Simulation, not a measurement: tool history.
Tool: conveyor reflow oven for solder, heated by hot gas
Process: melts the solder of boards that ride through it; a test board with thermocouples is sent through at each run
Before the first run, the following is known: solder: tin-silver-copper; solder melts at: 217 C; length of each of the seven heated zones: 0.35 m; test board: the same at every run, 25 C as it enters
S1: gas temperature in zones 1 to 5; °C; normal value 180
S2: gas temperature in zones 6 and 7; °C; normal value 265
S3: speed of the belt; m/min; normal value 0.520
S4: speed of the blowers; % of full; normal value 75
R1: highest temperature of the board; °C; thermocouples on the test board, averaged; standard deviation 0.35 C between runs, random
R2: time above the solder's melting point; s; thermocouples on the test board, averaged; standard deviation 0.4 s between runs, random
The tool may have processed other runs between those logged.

{"run": 1, "hour": 0.0, "S1": 180, "S2": 265, "S3": 0.52, "S4": 75, "R1": 258.6, "R2": 70.6}
{"run": 2, "hour": 37.9, "S1": 180, "S2": 265, "S3": 0.52, "S4": 75, "R1": 258.0, "R2": 70.2}
{"run": 3, "hour": 76.6, "S1": 180, "S2": 265, "S3": 0.52, "S4": 75, "R1": 258.2, "R2": 69.8}
{"run": 4, "hour": 102.7, "S1": 180, "S2": 265, "S3": 0.52, "S4": 75, "R1": 259.1, "R2": 70.9}
{"run": 5, "hour": 122.8, "S1": 180, "S2": 265, "S3": 0.52, "S4": 75, "R1": 258.9, "R2": 70.2}
{"run": 6, "hour": 149.6, "S1": 180, "S2": 265, "S3": 0.52, "S4": 75, "R1": 258.9, "R2": 70.2}
{"run": 7, "hour": 186.7, "S1": 180, "S2": 265, "S3": 0.52, "S4": 75, "R1": 258.5, "R2": 70.1}
{"run": 8, "hour": 205.1, "S1": 180, "S2": 265, "S3": 0.52, "S4": 75, "R1": 258.9, "R2": 70.4}
{"run": 9, "hour": 238.7, "S1": 180, "S2": 271, "S3": 0.52, "S4": 75, "R1": 265.0, "R2": 73.1}
{"hour": 245.8, "done": "flux residue cleaned out of gas plates and filters"}
{"run": 10, "hour": 275.0, "S1": 180, "S2": 271, "S3": 0.52, "S4": 75, "R1": 263.5, "R2": 73.4}
{"run": 11, "hour": 295.0, "S1": 177, "S2": 265, "S3": 0.52, "S4": 75, "R1": 258.6, "R2": 69.5}
{"hour": 324.9, "done": "flux residue cleaned out of gas plates and filters, once more"}
{"run": 12, "hour": 325.4, "S1": 177, "S2": 265, "S3": 0.52, "S4": 75, "R1": 259.8, "R2": 69.6}
{"run": 13, "hour": 353.6, "S1": 177, "S2": 265, "S3": 0.617, "S4": 75, "R1": 255.3, "R2": 55.8}
{"run": 14, "hour": 390.5, "S1": 177, "S2": 265, "S3": 0.617, "S4": 75, "R1": 255.2, "R2": 56.2}
{"run": 15, "hour": 429.6, "S1": 177, "S2": 265, "S3": 0.471, "S4": 75, "R1": 260.8, "R2": 79.3}
{"run": 16, "hour": 452.9, "S1": 177, "S2": 265, "S3": 0.602, "S4": 57, "R1": 253.3, "R2": 55.8}
{"run": 17, "hour": 480.0, "S1": 177, "S2": 265, "S3": 0.602, "S4": 50, "R1": 252.4, "R2": 53.6}
{"run": 18, "hour": 511.7, "S1": 177, "S2": 265, "S3": 0.602, "S4": 50, "R1": 251.7, "R2": 54.3}
{"run": 19, "hour": 546.2, "S1": 180, "S2": 265, "S3": 0.617, "S4": 54, "R1": 252.6, "R2": 54.1}
{"hour": 563.3, "done": "belt drive overhauled, speed set with a stopwatch"}
{"run": 20, "hour": 572.9, "S1": 180, "S2": 265, "S3": 0.617, "S4": 54, "R1": 251.7, "R2": 52.2}
{"run": 21, "hour": 605.3, "S1": 190, "S2": 265, "S3": 0.617, "S4": 66, "R1": 255.7, "R2": 59.1}
{"run": 22, "hour": 642.2, "S1": 190, "S2": 265, "S3": 0.617, "S4": 66, "R1": 255.5, "R2": 59.4}
{"run": 23, "hour": 660.1, "S1": 192, "S2": 257, "S3": 0.52, "S4": 75, "R1": 252.8, "R2": 71.5}
{"run": 24, "hour": 691.7, "S1": 173, "S2": 254, "S3": 0.434, "S4": 75, "R1": 251.2, "R2": 77.1}
{"run": 25, "hour": 719.8, "S1": 180, "S2": 265, "S3": 0.444, "S4": 83, "R1": 261.7, "R2": 84.5}
{"run": 26, "hour": 757.1, "S1": 179, "S2": 272, "S3": 0.575, "S4": 57, "R1": 260.1, "R2": 62.2}
{"run": 27, "hour": 778.3, "S1": 189, "S2": 272, "S3": 0.518, "S4": 57, "R1": 265.0, "R2": 76.0}

What will run 28 give?
{"run": 28, "hour": 809.8, "S1": 187, "S2": 262, "S3": 0.551, "S4": 65, "R1": "?", "R2": "?"}

R1: 255.2 °C
R2: 64.8 s
Without the tool's hidden state the same run would have given R1 252.7 °C, R2 63.4 s.
